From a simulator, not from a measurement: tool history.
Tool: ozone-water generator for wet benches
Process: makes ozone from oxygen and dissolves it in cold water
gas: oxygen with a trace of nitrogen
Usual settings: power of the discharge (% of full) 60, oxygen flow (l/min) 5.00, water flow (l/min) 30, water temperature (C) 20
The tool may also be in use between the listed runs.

run   hour  power of the discharge (% of full)  oxygen flow (l/min)  water flow (l/min)  water temperature (C)  dissolved ozone (ppm)  ozone in the gas ahead of the water (g/m3)
  1    0.0                                  60                 5.00                  30                     20                   19.7                                       211.7
  2   63.5                                  60                 5.11                  30                     20                   19.7                                       209.5
  3  142.5                                  60                 2.66                  30                     20                   18.8                                       326.3
  4  225.2                                  60                 2.66                  30                     20                   18.8                                       321.5
  5  270.9                                  60                 2.66                  30                     20                   18.8                                       323.7
  6  369.5                                  60                 2.66                  30                     20                   18.9                                       320.8
  7  434.3                                  59                 2.66                  28                     14                   20.5                                       317.3
  8  522.5                                  66                 2.66                  27                     17                   23.0                                       347.7
  9  576.5                                  60                 5.00                  33                     20                   17.8                                       210.3
 10  666.6                                  60                 5.00                  33                     20                   17.8                                       212.4
 11  719.2                                  47                 5.00                  30                     20                   15.9                                       175.3
 12  783.3                                  63                 5.00                  46                     27                   12.4                                       219.9

Forecast each of these 4 alternatives for the next run:
  A  836.6                                  49                 8.29                  46                     27                      ?                                           ?
  B  836.6                                  91                 5.00                  46                     27                      ?                                           ?
  C  836.6                                  60                 7.79                  30                     19                      ?                                           ?
  D  836.6                                  63                 5.00                  30                     25                      ?                                           ?

run  dissolved ozone (ppm)  ozone in the gas ahead of the water (g/m3)
  A                   10.2                                       127.6
  B                   16.9                                       289.3
  C                   18.7                                       156.8
  D                   18.5                                       217.4
Without the tool's hidden state the same runs would have given:
run  dissolved ozone (ppm)  ozone in the gas ahead of the water (g/m3)
  A                   11.0                                       135.1
  B                   19.0                                       318.7
  C                   20.4                                       168.2
  D                   20.2                                       233.9
